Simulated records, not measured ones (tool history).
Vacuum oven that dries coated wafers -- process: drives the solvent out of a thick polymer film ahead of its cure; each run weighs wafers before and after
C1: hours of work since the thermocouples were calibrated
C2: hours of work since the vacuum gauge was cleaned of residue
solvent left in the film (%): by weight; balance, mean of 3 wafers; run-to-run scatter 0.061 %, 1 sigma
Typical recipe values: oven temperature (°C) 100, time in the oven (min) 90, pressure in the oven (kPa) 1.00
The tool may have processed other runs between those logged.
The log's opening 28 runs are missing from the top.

run 29 hour=660.3 | oven_temperature_(°C)=95 time_in_the_oven_(min)=72 pressure_in_the_oven_(kPa)=1.05 | C1=58 C2=842 | solvent_left_in_the_film_(%)=6.93
run 30 hour=688.6 | oven_temperature_(°C)=95 time_in_the_oven_(min)=72 pressure_in_the_oven_(kPa)=1.05 | C1=77 C2=861 | solvent_left_in_the_film_(%)=6.78
run 31 hour=702.3 | oven_temperature_(°C)=100 time_in_the_oven_(min)=48 pressure_in_the_oven_(kPa)=2.66 | C1=87 C2=870 | solvent_left_in_the_film_(%)=8.27
run 32 hour=717.5 | oven_temperature_(°C)=106 time_in_the_oven_(min)=90 pressure_in_the_oven_(kPa)=1.00 | C1=97 C2=881 | solvent_left_in_the_film_(%)=1.90
run 33 hour=747.3 | oven_temperature_(°C)=97 time_in_the_oven_(min)=90 pressure_in_the_oven_(kPa)=1.00 | C1=118 C2=902 | solvent_left_in_the_film_(%)=4.57
run 34 hour=772.0 | oven_temperature_(°C)=97 time_in_the_oven_(min)=90 pressure_in_the_oven_(kPa)=1.00 | C1=135 C2=919 | solvent_left_in_the_film_(%)=4.60
run 35 hour=797.7 | oven_temperature_(°C)=112 time_in_the_oven_(min)=129 pressure_in_the_oven_(kPa)=1.49 | C1=153 C2=936 | solvent_left_in_the_film_(%)=1.04
run 36 hour=818.8 | oven_temperature_(°C)=99 time_in_the_oven_(min)=90 pressure_in_the_oven_(kPa)=2.57 | C1=167 C2=951 | solvent_left_in_the_film_(%)=4.96
run 37 hour=843.1 | oven_temperature_(°C)=99 time_in_the_oven_(min)=90 pressure_in_the_oven_(kPa)=2.57 | C1=184 C2=968 | solvent_left_in_the_film_(%)=5.04
run 38 hour=857.8 | oven_temperature_(°C)=110 time_in_the_oven_(min)=121 pressure_in_the_oven_(kPa)=1.14 | C1=194 C2=978 | solvent_left_in_the_film_(%)=0.96
run 39 hour=877.6 | oven_temperature_(°C)=110 time_in_the_oven_(min)=121 pressure_in_the_oven_(kPa)=1.14 | C1=208 C2=991 | solvent_left_in_the_film_(%)=0.82
run 40 hour=890.1 | oven_temperature_(°C)=108 time_in_the_oven_(min)=90 pressure_in_the_oven_(kPa)=1.64 | C1=216 C2=1000 | solvent_left_in_the_film_(%)=1.79
run 41 hour=904.4 | oven_temperature_(°C)=94 time_in_the_oven_(min)=109 pressure_in_the_oven_(kPa)=1.63 | C1=226 C2=1010 | solvent_left_in_the_film_(%)=5.33

What if the next run were any one of these 5? Each begins from the tool's condition after run 41:
run A hour=925.5 | oven_temperature_(°C)=115 time_in_the_oven_(min)=109 pressure_in_the_oven_(kPa)=1.01 | C1=241 C2=1024 | solvent_left_in_the_film_(%)=?
run B hour=925.5 | oven_temperature_(°C)=98 time_in_the_oven_(min)=56 pressure_in_the_oven_(kPa)=2.88 | C1=241 C2=1024 | solvent_left_in_the_film_(%)=?
run C hour=925.5 | oven_temperature_(°C)=113 time_in_the_oven_(min)=156 pressure_in_the_oven_(kPa)=1.68 | C1=241 C2=1024 | solvent_left_in_the_film_(%)=?
run D hour=925.5 | oven_temperature_(°C)=110 time_in_the_oven_(min)=66 pressure_in_the_oven_(kPa)=0.51 | C1=241 C2=1024 | solvent_left_in_the_film_(%)=?
run E hour=925.5 | oven_temperature_(°C)=94 time_in_the_oven_(min)=123 pressure_in_the_oven_(kPa)=1.63 | C1=241 C2=1024 | solvent_left_in_the_film_(%)=?

run=A solvent_left_in_the_film_(%)=0.61
run=B solvent_left_in_the_film_(%)=8.14
run=C solvent_left_in_the_film_(%)=1.13
run=D solvent_left_in_the_film_(%)=1.71
run=E solvent_left_in_the_film_(%)=4.63
With the hidden condition removed and each run's random variation left untouched, the same runs would have given:
run=A solvent_left_in_the_film_(%)=0.57
run=B solvent_left_in_the_film_(%)=8.32
run=C solvent_left_in_the_film_(%)=1.08
run=D solvent_left_in_the_film_(%)=1.77
run=E solvent_left_in_the_film_(%)=4.74

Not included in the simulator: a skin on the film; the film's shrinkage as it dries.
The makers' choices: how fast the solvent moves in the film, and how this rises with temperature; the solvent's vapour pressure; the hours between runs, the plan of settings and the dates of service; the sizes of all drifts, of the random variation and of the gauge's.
